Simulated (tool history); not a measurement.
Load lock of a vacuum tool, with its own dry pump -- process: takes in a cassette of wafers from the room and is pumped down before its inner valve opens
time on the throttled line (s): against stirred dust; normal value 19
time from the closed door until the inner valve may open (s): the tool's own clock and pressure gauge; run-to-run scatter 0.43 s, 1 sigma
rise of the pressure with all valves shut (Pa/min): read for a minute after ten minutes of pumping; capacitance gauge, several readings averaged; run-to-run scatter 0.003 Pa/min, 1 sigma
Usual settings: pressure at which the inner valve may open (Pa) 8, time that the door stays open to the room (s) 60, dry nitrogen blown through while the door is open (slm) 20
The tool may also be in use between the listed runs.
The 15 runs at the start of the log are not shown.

| run | hour | time on the throttled line (s) | pressure at which the inner valve may open (Pa) | time that the door stays open to the room (s) | dry nitrogen blown through while the door is open (slm) | hours that the pump has run since its overhaul | times that the door has closed on its seal | incoming humidity of the room's air, % | time from the closed door until the inner valve may open (s) | rise of the pressure with all valves shut (Pa/min) |
|---|---|---|---|---|---|---|---|---|---|---|
| 16 | 4114.2 | 19 | 8 | 60 | 20 | 16485 | 7162 | 45.6 | 50.1 | 0.047 |
| 17 | 4324.2 | 19 | 8 | 60 | 20 | 16695 | 7651 | 44.3 | 51.5 | 0.045 |
| 18 | 4511.8 | 19 | 8 | 60 | 20 | 16883 | 8087 | 44.1 | 50.5 | 0.047 |
| 19 | 4825.1 | 19 | 8 | 60 | 20 | 17196 | 8815 | 44.2 | 50.1 | 0.048 |
| 20 | 4990.2 | 19 | 8 | 49 | 6 | 17361 | 9199 | 43.6 | 50.4 | 0.048 |
| 21 | 5264.5 | 23 | 8 | 53 | 20 | 17635 | 9837 | 42.4 | 53.2 | 0.041 |
| 22 | 5487.2 | 23 | 8 | 53 | 20 | 17858 | 10355 | 44.9 | 52.9 | 0.044 |
| 23 | 5673.1 | 10 | 14 | 26 | 10 | 18044 | 10787 | 42.1 | 41.8 | 0.029 |
| 24 | 5891.2 | 17 | 13 | 34 | 6 | 18262 | 11295 | 49.1 | 47.2 | 0.042 |
| 25 | 6269.6 | 17 | 13 | 34 | 15 | 18640 | 12174 | 41.8 | 47.7 | 0.028 |
| 26 | 6602.7 | 33 | 13 | 34 | 27 | 18973 | 12949 | 45.9 | 59.3 | 0.032 |
|  | 6754.7 | dry pump taken out, an overhauled one fitted |
| 27 | 6809.9 | 18 | 13 | 51 | 27 | 55 | 13417 | 45.7 | 47.9 | 0.037 |
| 28 | 7121.6 | 18 | 13 | 51 | 23 | 367 | 14142 | 44.7 | 47.8 | 0.035 |
| 29 | 7315.7 | 22 | 11 | 60 | 20 | 561 | 14593 | 43.0 | 51.8 | 0.046 |
| 30 | 7688.1 | 22 | 10 | 60 | 11 | 933 | 15459 | 43.8 | 51.6 | 0.051 |
| 31 | 7907.4 | 22 | 10 | 60 | 11 | 1153 | 15969 | 46.8 | 52.3 | 0.060 |
| 32 | 8282.9 | 10 | 10 | 196 | 6 | 1528 | 16842 | 45.9 | 43.4 | 0.138 |
| 33 | 8631.9 | 10 | 10 | 196 | 6 | 1877 | 17654 | 44.9 | 43.2 | 0.142 |
| 34 | 8789.1 | 10 | 10 | 196 | 8 | 2034 | 18019 | 42.4 | 43.3 | 0.127 |
| 35 | 8947.8 | 37 | 10 | 81 | 21 | 2193 | 18388 | 43.6 | 62.4 | 0.059 |
| 36 | 9166.6 | 37 | 10 | 81 | 21 | 2412 | 18897 | 45.6 | 62.8 | 0.053 |

Each row is a separate what-if for the run after 36, all from the same tool condition, not one after another. Results?
| A | 9389.0 | 34 | 15 | 110 | 21 | 2634 | 19414 | 47.8 | ? | ? |
| B | 9389.0 | 12 | 8 | 60 | 20 | 2634 | 19414 | 43.6 | ? | ? |
| C | 9389.0 | 14 | 10 | 177 | 21 | 2634 | 19414 | 43.9 | ? | ? |
| D | 9389.0 | 37 | 10 | 25 | 8 | 2634 | 19414 | 40.8 | ? | ? |

| run | time from the closed door until the inner valve may open (s) | rise of the pressure with all valves shut (Pa/min) |
|---|---|---|
| A | 58.4 | 0.076 |
| B | 45.4 | 0.049 |
| C | 46.5 | 0.090 |
| D | 62.5 | 0.033 |
The same runs, with their run-to-run variation unchanged, on a tool lacking any hidden condition would have given:
| run | time from the closed door until the inner valve may open (s) | rise of the pressure with all valves shut (Pa/min) |
|---|---|---|
| A | 58.4 | 0.076 |
| B | 45.4 | 0.049 |
| C | 46.5 | 0.090 |
| D | 62.5 | 0.033 |
